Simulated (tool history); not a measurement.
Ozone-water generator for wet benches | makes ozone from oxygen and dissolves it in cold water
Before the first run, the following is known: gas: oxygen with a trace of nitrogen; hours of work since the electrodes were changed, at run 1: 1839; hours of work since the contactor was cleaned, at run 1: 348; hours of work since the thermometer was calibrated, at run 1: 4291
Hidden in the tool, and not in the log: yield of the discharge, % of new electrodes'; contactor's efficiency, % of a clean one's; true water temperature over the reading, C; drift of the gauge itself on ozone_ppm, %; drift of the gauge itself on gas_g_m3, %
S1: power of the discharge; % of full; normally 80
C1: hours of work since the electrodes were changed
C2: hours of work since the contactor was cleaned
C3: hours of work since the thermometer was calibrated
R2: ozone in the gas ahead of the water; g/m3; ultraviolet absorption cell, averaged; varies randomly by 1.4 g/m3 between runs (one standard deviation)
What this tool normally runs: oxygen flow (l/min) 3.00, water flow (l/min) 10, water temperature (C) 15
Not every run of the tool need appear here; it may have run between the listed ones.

{"run": 1, "hour": 0.0, "S1": 80, "oxygen flow (l/min)": 3.0, "water flow (l/min)": 10, "water temperature (C)": 15, "C1": 1839, "C2": 348, "C3": 4291, "dissolved ozone (ppm)": 28.4, "R2": 262.7}
{"run": 2, "hour": 97.8, "S1": 80, "oxygen flow (l/min)": 3.0, "water flow (l/min)": 10, "water temperature (C)": 12, "C1": 1904, "C2": 413, "C3": 4356, "dissolved ozone (ppm)": 29.9, "R2": 264.3}
{"run": 3, "hour": 169.2, "S1": 80, "oxygen flow (l/min)": 3.0, "water flow (l/min)": 10, "water temperature (C)": 15, "C1": 1951, "C2": 460, "C3": 4404, "dissolved ozone (ppm)": 28.7, "R2": 263.3}
{"run": 4, "hour": 233.7, "S1": 80, "oxygen flow (l/min)": 3.0, "water flow (l/min)": 10, "water temperature (C)": 15, "C1": 1994, "C2": 503, "C3": 4446, "dissolved ozone (ppm)": 28.4, "R2": 266.8}
{"run": 5, "hour": 301.5, "S1": 80, "oxygen flow (l/min)": 3.0, "water flow (l/min)": 10, "water temperature (C)": 15, "C1": 2039, "C2": 548, "C3": 4491, "dissolved ozone (ppm)": 28.7, "R2": 262.7}
{"run": 6, "hour": 377.7, "S1": 80, "oxygen flow (l/min)": 3.0, "water flow (l/min)": 8, "water temperature (C)": 15, "C1": 2089, "C2": 598, "C3": 4542, "dissolved ozone (ppm)": 33.8, "R2": 263.7}
{"run": 7, "hour": 450.0, "S1": 80, "oxygen flow (l/min)": 3.0, "water flow (l/min)": 8, "water temperature (C)": 15, "C1": 2137, "C2": 646, "C3": 4590, "dissolved ozone (ppm)": 33.4, "R2": 265.3}
{"run": 8, "hour": 517.4, "S1": 80, "oxygen flow (l/min)": 3.0, "water flow (l/min)": 8, "water temperature (C)": 11, "C1": 2182, "C2": 691, "C3": 4635, "dissolved ozone (ppm)": 35.8, "R2": 266.7}
{"run": 9, "hour": 578.3, "S1": 80, "oxygen flow (l/min)": 3.0, "water flow (l/min)": 10, "water temperature (C)": 15, "C1": 2222, "C2": 732, "C3": 4675, "dissolved ozone (ppm)": 28.6, "R2": 266.6}
{"run": 10, "hour": 665.3, "S1": 80, "oxygen flow (l/min)": 3.0, "water flow (l/min)": 10, "water temperature (C)": 16, "C1": 2280, "C2": 789, "C3": 4733, "dissolved ozone (ppm)": 28.2, "R2": 266.0}
{"run": 11, "hour": 726.7, "S1": 80, "oxygen flow (l/min)": 3.0, "water flow (l/min)": 10, "water temperature (C)": 15, "C1": 2321, "C2": 830, "C3": 4774, "dissolved ozone (ppm)": 28.8, "R2": 263.6}
{"run": 12, "hour": 806.4, "S1": 80, "oxygen flow (l/min)": 3.45, "water flow (l/min)": 10, "water temperature (C)": 15, "C1": 2374, "C2": 883, "C3": 4826, "dissolved ozone (ppm)": 28.5, "R2": 244.9}
{"run": 13, "hour": 883.3, "S1": 80, "oxygen flow (l/min)": 3.0, "water flow (l/min)": 8, "water temperature (C)": 15, "C1": 2425, "C2": 934, "C3": 4877, "dissolved ozone (ppm)": 33.8, "R2": 265.3}
{"run": 14, "hour": 939.4, "S1": 80, "oxygen flow (l/min)": 3.0, "water flow (l/min)": 8, "water temperature (C)": 15, "C1": 2462, "C2": 971, "C3": 4915, "dissolved ozone (ppm)": 33.9, "R2": 269.4}
{"run": 15, "hour": 1010.7, "S1": 80, "oxygen flow (l/min)": 3.0, "water flow (l/min)": 8, "water temperature (C)": 15, "C1": 2509, "C2": 1019, "C3": 4962, "dissolved ozone (ppm)": 33.7, "R2": 267.1}
{"run": 16, "hour": 1133.2, "S1": 80, "oxygen flow (l/min)": 3.54, "water flow (l/min)": 10, "water temperature (C)": 15, "C1": 2590, "C2": 1100, "C3": 5043, "dissolved ozone (ppm)": 28.2, "R2": 240.6}
{"run": 17, "hour": 1249.3, "S1": 80, "oxygen flow (l/min)": 3.54, "water flow (l/min)": 10, "water temperature (C)": 15, "C1": 2668, "C2": 1177, "C3": 5120, "dissolved ozone (ppm)": 28.4, "R2": 242.7}
{"run": 18, "hour": 1381.7, "S1": 80, "oxygen flow (l/min)": 4.23, "water flow (l/min)": 10, "water temperature (C)": 8, "C1": 2755, "C2": 1265, "C3": 5208, "dissolved ozone (ppm)": 30.4, "R2": 217.6}
{"run": 19, "hour": 1463.0, "S1": 76, "oxygen flow (l/min)": 4.23, "water flow (l/min)": 10, "water temperature (C)": 12, "C1": 2809, "C2": 1319, "C3": 5262, "dissolved ozone (ppm)": 27.1, "R2": 206.1}
{"run": 20, "hour": 1534.0, "S1": 76, "oxygen flow (l/min)": 4.23, "water flow (l/min)": 10, "water temperature (C)": 7, "C1": 2856, "C2": 1366, "C3": 5309, "dissolved ozone (ppm)": 29.7, "R2": 206.3}
{"run": 21, "hour": 1623.6, "S1": 53, "oxygen flow (l/min)": 2.24, "water flow (l/min)": 14, "water temperature (C)": 9, "C1": 2916, "C2": 1425, "C3": 5369, "dissolved ozone (ppm)": 15.5, "R2": 222.7}
{"hour": 1727.1, "done": "gauge calibrated"}
{"run": 22, "hour": 1742.3, "S1": 80, "oxygen flow (l/min)": 3.4, "water flow (l/min)": 8, "water temperature (C)": 15, "C1": 2995, "C2": 1504, "C3": 5447, "dissolved ozone (ppm)": 33.3, "R2": 242.3}
{"run": 23, "hour": 1861.9, "S1": 80, "oxygen flow (l/min)": 2.37, "water flow (l/min)": 10, "water temperature (C)": 15, "C1": 3074, "C2": 1583, "C3": 5527, "dissolved ozone (ppm)": 29.2, "R2": 306.3}
{"run": 24, "hour": 1931.3, "S1": 80, "oxygen flow (l/min)": 2.42, "water flow (l/min)": 13, "water temperature (C)": 15, "C1": 3120, "C2": 1629, "C3": 5573, "dissolved ozone (ppm)": 23.0, "R2": 302.3}
{"run": 25, "hour": 2044.5, "S1": 80, "oxygen flow (l/min)": 2.42, "water flow (l/min)": 13, "water temperature (C)": 15, "C1": 3195, "C2": 1704, "C3": 5648, "dissolved ozone (ppm)": 23.5, "R2": 300.7}
{"run": 26, "hour": 2100.7, "S1": 80, "oxygen flow (l/min)": 2.42, "water flow (l/min)": 13, "water temperature (C)": 15, "C1": 3232, "C2": 1742, "C3": 5685, "dissolved ozone (ppm)": 23.1, "R2": 304.7}
{"run": 27, "hour": 2231.3, "S1": 44, "oxygen flow (l/min)": 3.12, "water flow (l/min)": 10, "water temperature (C)": 15, "C1": 3319, "C2": 1828, "C3": 5772, "dissolved ozone (ppm)": 16.1, "R2": 148.5}
{"run": 28, "hour": 2329.0, "S1": 44, "oxygen flow (l/min)": 3.12, "water flow (l/min)": 10, "water temperature (C)": 15, "C1": 3384, "C2": 1893, "C3": 5837, "dissolved ozone (ppm)": 16.5, "R2": 145.5}
{"hour": 2347.7, "done": "water thermometer calibrated"}
{"run": 29, "hour": 2427.4, "S1": 44, "oxygen flow (l/min)": 3.12, "water flow (l/min)": 10, "water temperature (C)": 15, "C1": 3449, "C2": 1958, "C3": 53, "dissolved ozone (ppm)": 16.1, "R2": 149.3}
{"run": 30, "hour": 2496.3, "S1": 80, "oxygen flow (l/min)": 5.15, "water flow (l/min)": 9, "water temperature (C)": 15, "C1": 3495, "C2": 2004, "C3": 99, "dissolved ozone (ppm)": 27.8, "R2": 188.6}
{"run": 31, "hour": 2583.2, "S1": 88, "oxygen flow (l/min)": 1.56, "water flow (l/min)": 6, "water temperature (C)": 20, "C1": 3552, "C2": 2062, "C3": 156, "dissolved ozone (ppm)": 45.9, "R2": 442.6}
{"run": 32, "hour": 2660.2, "S1": 96, "oxygen flow (l/min)": 3.44, "water flow (l/min)": 10, "water temperature (C)": 15, "C1": 3603, "C2": 2113, "C3": 207, "dissolved ozone (ppm)": 33.4, "R2": 289.3}
{"run": 33, "hour": 2726.0, "S1": 54, "oxygen flow (l/min)": 3.0, "water flow (l/min)": 10, "water temperature (C)": 15, "C1": 3647, "C2": 2156, "C3": 251, "dissolved ozone (ppm)": 19.6, "R2": 186.0}
{"run": 34, "hour": 2847.8, "S1": 54, "oxygen flow (l/min)": 3.0, "water flow (l/min)": 10, "water temperature (C)": 15, "C1": 3728, "C2": 2237, "C3": 332, "dissolved ozone (ppm)": 19.9, "R2": 186.2}

3 options for the next run, each taken on its own from the tool as it stands now. Forecast them:
{"run": "A", "hour": 2918.7, "S1": 59, "oxygen flow (l/min)": 2.47, "water flow (l/min)": 10, "water temperature (C)": 23, "C1": 3775, "C2": 2284, "C3": 379, "dissolved ozone (ppm)": "?", "R2": "?"}
{"run": "B", "hour": 2918.7, "S1": 90, "oxygen flow (l/min)": 2.11, "water flow (l/min)": 7, "water temperature (C)": 15, "C1": 3775, "C2": 2284, "C3": 379, "dissolved ozone (ppm)": "?", "R2": "?"}
{"run": "C", "hour": 2918.7, "S1": 42, "oxygen flow (l/min)": 2.18, "water flow (l/min)": 10, "water temperature (C)": 19, "C1": 3775, "C2": 2284, "C3": 379, "dissolved ozone (ppm)": "?", "R2": "?"}

run=A dissolved_ozone_(ppm)=19.6 R2=227.5
run=B dissolved_ozone_(ppm)=42.9 R2=372.9
run=C dissolved_ozone_(ppm)=15.2 R2=178.5
Stripped of hidden state, with their random variation kept, the same runs would have yielded:
run=A dissolved_ozone_(ppm)=19.6 R2=223.3
run=B dissolved_ozone_(ppm)=42.9 R2=366.3
run=C dissolved_ozone_(ppm)=15.2 R2=175.2
